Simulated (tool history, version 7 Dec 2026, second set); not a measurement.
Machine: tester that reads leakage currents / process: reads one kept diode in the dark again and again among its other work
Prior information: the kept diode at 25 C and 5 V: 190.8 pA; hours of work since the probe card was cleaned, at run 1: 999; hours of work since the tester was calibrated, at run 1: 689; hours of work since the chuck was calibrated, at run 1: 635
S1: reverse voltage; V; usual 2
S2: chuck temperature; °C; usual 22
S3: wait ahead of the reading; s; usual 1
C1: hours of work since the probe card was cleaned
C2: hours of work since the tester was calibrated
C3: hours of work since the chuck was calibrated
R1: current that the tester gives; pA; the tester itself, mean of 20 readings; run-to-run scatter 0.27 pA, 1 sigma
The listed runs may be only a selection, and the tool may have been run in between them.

Run 1, day 0: usual settings; C1 999; C2 689; C3 635. Result: R1 85.76 pA.
At day 1.271: probe card cleaned and baked.
Run 2, day 1.721: usual settings; C1 7; C2 716; C3 661. Result: R1 85.12 pA.
Run 3, day 2.967: usual settings; C1 28; C2 736; C3 682. Result: R1 84.84 pA.
Run 4, day 4.329: usual settings; C1 51; C2 759; C3 704. Result: R1 84.86 pA.
Run 5, day 5.358: usual settings; C1 68; C2 776; C3 721. Result: R1 84.4 pA.
Run 6, day 7.429: usual settings but S3 1.39 s; C1 102; C2 810; C3 756. Result: R1 84.94 pA.
Run 7, day 8.388: usual settings but S3 1.39 s; C1 118; C2 826; C3 772. Result: R1 84.52 pA.
Run 8, day 10.246: usual settings but S3 1.39 s; C1 149; C2 857; C3 803. Result: R1 84.28 pA.
Run 9, day 11.6: usual settings but S2 51 °C; C1 171; C2 880; C3 825. Result: R1 616.32 pA.
Run 10, day 13.296: usual settings but S3 1.35 s; C1 199; C2 908; C3 853. Result: R1 83.94 pA.
At day 13.479: chuck's temperature calibrated.
Run 11, day 14.804: usual settings but S3 8.29 s; C1 223; C2 931; C3 22. Result: R1 80.63 pA.
Run 12, day 15.725: usual settings but S2 25 °C; C1 238; C2 947; C3 37. Result: R1 101.03 pA.
Run 13, day 17.688: usual settings but S3 1.21 s; C1 271; C2 979; C3 70. Result: R1 80.3 pA.
Run 14, day 19.3: usual settings; C1 297; C2 1006; C3 96. Result: R1 80.09 pA.
Run 15, day 20.275: usual settings; C1 314; C2 1022; C3 113. Result: R1 80.06 pA.
Run 16, day 22.188: usual settings; C1 345; C2 1054; C3 144. Result: R1 80.21 pA.
Run 17, day 23.192: usual settings but S2 38 °C; C1 362; C2 1070; C3 161. Result: R1 252.06 pA.
At day 24.888: chuck's temperature calibrated, once more.
Run 18, day 25.121: usual settings; C1 393; C2 1101; C3 4. Result: R1 90.49 pA.
Run 19, day 26.967: usual settings; C1 423; C2 1132; C3 34. Result: R1 91.14 pA.
Run 20, day 28.796: usual settings; C1 453; C2 1162; C3 65. Result: R1 90.29 pA.
Run 21, day 30.45: usual settings; C1 481; C2 1189; C3 92. Result: R1 90.3 pA.
Run 22, day 32.417: usual settings but S2 30 °C, S3 3.03 s; C1 514; C2 1222; C3 125. Result: R1 160.67 pA.
Run 23, day 34.067: usual settings but S1 2.55 V; C1 541; C2 1249; C3 152. Result: R1 103.4 pA.
Run 24, day 35.808: usual settings but S1 1.4 V, S2 45 °C, S3 2.52 s; C1 570; C2 1278; C3 181. Result: R1 359.18 pA.
Run 25, day 37.279: usual settings but S2 26 °C, S3 1.47 s; C1 594; C2 1303; C3 205. Result: R1 120.08 pA.
Run 26, day 38.588: usual settings but S1 5.49 V, S2 52 °C, S3 1.47 s; C1 616; C2 1324; C3 227. Result: R1 1239.92 pA.
Run 27, day 40.021: usual settings but S1 2.39 V, S2 45 °C; C1 640; C2 1348; C3 251. Result: R1 490.07 pA.
Run 28, day 41.996: usual settings but S1 4.05 V, S2 53 °C, S3 6.97 s; C1 672; C2 1381; C3 284. Result: R1 1103.82 pA.
Run 29, day 42.942: usual settings but S1 4.05 V, S2 53 °C, S3 6.97 s; C1 688; C2 1396; C3 299. Result: R1 1096.11 pA.
Run 30, day 44.95: usual settings but S1 4.05 V, S2 53 °C, S3 6.97 s; C1 721; C2 1430; C3 333. Result: R1 1098.82 pA.
Run 31, day 46.671: usual settings but S1 8.97 V; C1 750; C2 1458; C3 361. Result: R1 215.64 pA.
Run 32, day 47.75: usual settings but S1 8.97 V; C1 768; C2 1476; C3 379. Result: R1 215.82 pA.
Run 33, day 49.525: usual settings but S1 8.97 V; C1 797; C2 1505; C3 408. Result: R1 216.08 pA.
Run 34, day 50.467: usual settings but S1 11.27 V, S2 54 °C, S3 0.69 s; C1 813; C2 1521; C3 424. Result: R1 2124.61 pA.
Run 35, day 51.717: usual settings but S1 14.11 V, S2 29 °C, S3 5.02 s; C1 833; C2 1542; C3 445. Result: R1 464.21 pA.
Run 36, day 53.125: usual settings but S1 5.33 V, S2 29 °C, S3 0.8 s; C1 857; C2 1565; C3 468. Result: R1 261.83 pA.
Run 37, day 55.054: usual settings but S1 2.63 V, S2 30 °C, S3 3.02 s; C1 889; C2 1597; C3 500. Result: R1 184.56 pA.
Run 38, day 56.242: usual settings but S1 3.47 V, S2 52 °C, S3 7 s; C1 908; C2 1617; C3 520. Result: R1 935.24 pA.
Run 39, day 57.283: usual settings but S1 3.47 V, S2 52 °C, S3 7 s; C1 926; C2 1634; C3 537. Result: R1 934.16 pA.

Each row is a separate what-if for the run after 39, all from the same tool condition, not one after another. Results?
Run A, day 58.183: usual settings but S1 6.04 V, S2 52 °C, S3 7 s; C1 941; C2 1649; C3 552. Result: R1 ?.
Run B, day 58.183: usual settings but S3 0.52 s; C1 941; C2 1649; C3 552. Result: R1 ?.
Run C, day 58.183: usual settings but S2 25 °C; C1 941; C2 1649; C3 552. Result: R1 ?.
Run D, day 58.183: usual settings but S1 5.49 V, S2 52 °C, S3 1.93 s; C1 941; C2 1649; C3 552. Result: R1 ?.
Run E, day 58.183: usual settings but S1 3.47 V, S2 41 °C, S3 7 s; C1 941; C2 1649; C3 552. Result: R1 ?.

run       R1
  A  1284.62
  B    87.79
  C   108.85
  D  1218.26
  E   460.71
Take away the tool's hidden state, keep each run's random variation, and the runs would have read:
run       R1
  A  1313.64
  B    89.53
  C   111.15
  D  1245.85
  E   471.25

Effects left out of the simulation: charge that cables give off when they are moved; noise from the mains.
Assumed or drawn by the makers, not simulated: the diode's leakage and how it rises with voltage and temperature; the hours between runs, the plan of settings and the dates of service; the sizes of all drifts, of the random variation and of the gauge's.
